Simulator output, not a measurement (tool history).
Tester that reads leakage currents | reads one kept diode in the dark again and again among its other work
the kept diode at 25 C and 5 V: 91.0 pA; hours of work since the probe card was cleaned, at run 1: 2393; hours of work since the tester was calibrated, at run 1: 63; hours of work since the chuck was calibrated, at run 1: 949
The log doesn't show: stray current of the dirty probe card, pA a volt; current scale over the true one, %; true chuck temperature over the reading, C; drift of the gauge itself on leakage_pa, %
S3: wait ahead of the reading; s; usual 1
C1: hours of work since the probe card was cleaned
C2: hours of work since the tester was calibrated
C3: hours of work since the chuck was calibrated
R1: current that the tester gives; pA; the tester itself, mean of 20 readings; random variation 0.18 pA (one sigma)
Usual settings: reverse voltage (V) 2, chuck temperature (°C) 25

Run 1, hour 0: usual settings; C1 2393; C2 63; C3 949. Result: R1 61.91 pA.
Run 2, hour 68.2: usual settings; C1 2435; C2 105; C3 991. Result: R1 61.96 pA.
Run 3, hour 191: usual settings but chuck temperature (°C) 30; C1 2510; C2 181; C3 1067. Result: R1 91.09 pA.
Run 4, hour 298.4: usual settings but chuck temperature (°C) 30; C1 2577; C2 247; C3 1133. Result: R1 91.28 pA.
Run 5, hour 377.4: usual settings but chuck temperature (°C) 22; C1 2625; C2 296; C3 1182. Result: R1 49.69 pA.
Run 6, hour 484.1: usual settings but chuck temperature (°C) 22; C1 2691; C2 361; C3 1247. Result: R1 49.79 pA.
Run 7, hour 556.6: usual settings but chuck temperature (°C) 22; C1 2736; C2 406; C3 1292. Result: R1 50.55 pA.
Run 8, hour 649: usual settings but chuck temperature (°C) 22; C1 2793; C2 463; C3 1349. Result: R1 50.15 pA.
Run 9, hour 762.9: usual settings but chuck temperature (°C) 22; C1 2863; C2 533; C3 1419. Result: R1 50.52 pA.
Run 10, hour 896.6: usual settings but reverse voltage (V) 3.56, chuck temperature (°C) 22; C1 2945; C2 616; C3 1502. Result: R1 71.57 pA.
Run 11, hour 1024.4: usual settings but reverse voltage (V) 3.56, chuck temperature (°C) 22; C1 3024; C2 694; C3 1580. Result: R1 71.99 pA.
Run 12, hour 1136.5: usual settings but reverse voltage (V) 4.14; C1 3093; C2 764; C3 1650. Result: R1 98.03 pA.
Run 13, hour 1224.7: usual settings but reverse voltage (V) 4.14; C1 3148; C2 818; C3 1704. Result: R1 98.83 pA.
Run 14, hour 1335.8: usual settings but reverse voltage (V) 14.89; C1 3216; C2 886; C3 1772. Result: R1 215.7 pA.
Run 15, hour 1452.8: usual settings but S3 1.7 s; C1 3288; C2 959; C3 1845. Result: R1 64.64 pA.
Run 16, hour 1571.7: usual settings but S3 1.7 s; C1 3361; C2 1032; C3 1918. Result: R1 65.08 pA.
Run 17, hour 1658.9: usual settings but S3 1.7 s; C1 3415; C2 1086; C3 1972. Result: R1 65.56 pA.
Run 18, hour 1782.6: usual settings but S3 1.7 s; C1 3491; C2 1162; C3 2048. Result: R1 65.29 pA.
Run 19, hour 1882.7: usual settings but S3 1.7 s; C1 3553; C2 1224; C3 2110. Result: R1 65.93 pA.
Run 20, hour 1936.7: usual settings but reverse voltage (V) 4.71, S3 1.7 s; C1 3586; C2 1257; C3 2143. Result: R1 108.34 pA.
At hour 1981.1: probe card cleaned and baked.
Run 21, hour 2010.6: usual settings but reverse voltage (V) 16.86, chuck temperature (°C) 41, S3 0.74 s; C1 18; C2 1301; C3 2187. Result: R1 660.82 pA.
Run 22, hour 2119.4: usual settings but reverse voltage (V) 16.86, chuck temperature (°C) 41, S3 0.74 s; C1 85; C2 1368; C3 2254. Result: R1 660.73 pA.
Run 23, hour 2223.7: usual settings but reverse voltage (V) 2.42, chuck temperature (°C) 35, S3 0.57 s; C1 150; C2 1432; C3 2318. Result: R1 149.38 pA.
Run 24, hour 2309.1: usual settings but reverse voltage (V) 5.38, chuck temperature (°C) 20, S3 0.57 s; C1 202; C2 1485; C3 2371. Result: R1 71.29 pA.
Run 25, hour 2414.7: usual settings but chuck temperature (°C) 50; C1 267; C2 1550; C3 2436. Result: R1 403.32 pA.
At hour 2514.2: chuck's temperature calibrated.
Run 26, hour 2522.7: usual settings but reverse voltage (V) 1.45, chuck temperature (°C) 22, S3 0.39 s; C1 333; C2 1615; C3 5. Result: R1 38.26 pA.
Run 27, hour 2596.5: usual settings but reverse voltage (V) 1.45, chuck temperature (°C) 37, S3 0.39 s; C1 378; C2 1661; C3 51. Result: R1 123.02 pA.
Run 28, hour 2676.6: usual settings but reverse voltage (V) 1.45, chuck temperature (°C) 37, S3 0.39 s; C1 427; C2 1710; C3 100. Result: R1 123.15 pA.
Run 29, hour 2807.6: usual settings but reverse voltage (V) 1.45, chuck temperature (°C) 37, S3 0.39 s; C1 508; C2 1791; C3 181. Result: R1 123.66 pA.
Run 30, hour 2884.4: usual settings but reverse voltage (V) 1.45, chuck temperature (°C) 37, S3 0.39 s; C1 556; C2 1838; C3 228. Result: R1 123.52 pA.
Run 31, hour 2996.5: usual settings but reverse voltage (V) 1.45, chuck temperature (°C) 37, S3 0.39 s; C1 625; C2 1907; C3 297. Result: R1 124.1 pA.
Run 32, hour 3054.3: usual settings but reverse voltage (V) 1.15; C1 660; C2 1943; C3 333. Result: R1 42.84 pA.
Run 33, hour 3146.4: usual settings but reverse voltage (V) 7.75, chuck temperature (°C) 34, S3 0.71 s; C1 717; C2 2000; C3 390. Result: R1 246.01 pA.
Run 34, hour 3202.3: usual settings but reverse voltage (V) 7.75, chuck temperature (°C) 34, S3 0.71 s; C1 752; C2 2034; C3 424. Result: R1 247.27 pA.
Run 35, hour 3265.9: usual settings but reverse voltage (V) 1.56, chuck temperature (°C) 54, S3 2.55 s; C1 791; C2 2073; C3 463. Result: R1 437.15 pA.
Run 36, hour 3328.1: usual settings but reverse voltage (V) 1.56, chuck temperature (°C) 54, S3 2.55 s; C1 829; C2 2112; C3 502. Result: R1 439.77 pA.
Run 37, hour 3426.6: usual settings but reverse voltage (V) 5.24, chuck temperature (°C) 23, S3 3.52 s; C1 890; C2 2172; C3 562. Result: R1 84.16 pA.
Run 38, hour 3527.9: usual settings but reverse voltage (V) 5.24, chuck temperature (°C) 23, S3 3.52 s; C1 952; C2 2235; C3 625. Result: R1 85.33 pA.
Run 39, hour 3615: usual settings but S3 0.53 s; C1 1006; C2 2288; C3 679. Result: R1 59.72 pA.

3 ways to go on from here, each from the tool as it stands after run 39. What would each give?
Run A, hour 3678.3: usual settings but reverse voltage (V) 1.08, chuck temperature (°C) 27, S3 1.34 s; C1 1045; C2 2327; C3 718. Result: R1 ?.
Run B, hour 3678.3: usual settings but chuck temperature (°C) 27, S3 0.53 s; C1 1045; C2 2327; C3 718. Result: R1 ?.
Run C, hour 3678.3: usual settings but reverse voltage (V) 2.3, chuck temperature (°C) 35; C1 1045; C2 2327; C3 718. Result: R1 ?.

run      R1
  A   49.28
  B   70.07
  C  138.53
Without the tool's hidden state the same runs would have given:
run      R1
  A   47.39
  B   67.03
  C  133.89
